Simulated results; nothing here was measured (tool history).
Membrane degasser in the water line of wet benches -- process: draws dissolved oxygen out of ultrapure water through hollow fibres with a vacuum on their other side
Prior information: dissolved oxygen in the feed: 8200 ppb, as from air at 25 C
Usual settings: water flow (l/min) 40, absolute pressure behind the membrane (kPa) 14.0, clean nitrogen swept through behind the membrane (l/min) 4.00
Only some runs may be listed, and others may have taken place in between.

run,day,water flow (l/min),absolute pressure behind the membrane (kPa),clean nitrogen swept through behind the membrane (l/min),dissolved oxygen in the water behind the degasser (ppb),pressure that the water loses in the fibres (kPa)
1,0.000,40,14.0,4.00,258.4,55.41
2,2.446,40,14.0,4.00,257.6,55.86
3,4.396,40,14.0,4.00,258.0,56.25
4,6.612,40,14.0,4.00,256.3,55.94
5,8.867,40,14.0,4.00,259.3,56.29
6,10.462,40,10.4,4.00,176.6,56.21
7,12.679,40,10.4,4.00,177.5,56.21
8,14.804,40,10.4,4.00,175.8,56.09
9,16.175,40,10.4,4.00,176.3,56.27
10,18.496,40,14.0,4.00,258.7,55.99
# day 18.746: vacuum gauge calibrated
11,20.775,40,14.0,4.00,260.6,56.19
12,21.871,40,19.7,4.00,386.9,56.01
13,23.017,40,27.6,4.00,555.4,56.39
14,25.275,49,27.6,8.16,360.9,69.04
15,27.042,60,23.9,8.16,389.4,84.18
16,28.575,60,19.1,9.47,274.6,84.39
# day 29.488: vacuum gauge calibrated, once more
17,30.154,40,10.1,3.77,175.3,56.24
18,32.192,36,14.0,4.47,209.2,50.58
19,34.650,46,14.0,11.91,111.6,64.38

Run 20 is up next; what results do you expect?
20,36.775,46,14.0,11.91,?,?

{"run 20": {"dissolved oxygen in the water behind the degasser (ppb)": 111.8, "pressure that the water loses in the fibres (kPa)": 64.25}}
Without the tool's hidden state the same run would have given dissolved oxygen in the water behind the degasser (ppb) 109.7, pressure that the water loses in the fibres (kPa) 63.68.

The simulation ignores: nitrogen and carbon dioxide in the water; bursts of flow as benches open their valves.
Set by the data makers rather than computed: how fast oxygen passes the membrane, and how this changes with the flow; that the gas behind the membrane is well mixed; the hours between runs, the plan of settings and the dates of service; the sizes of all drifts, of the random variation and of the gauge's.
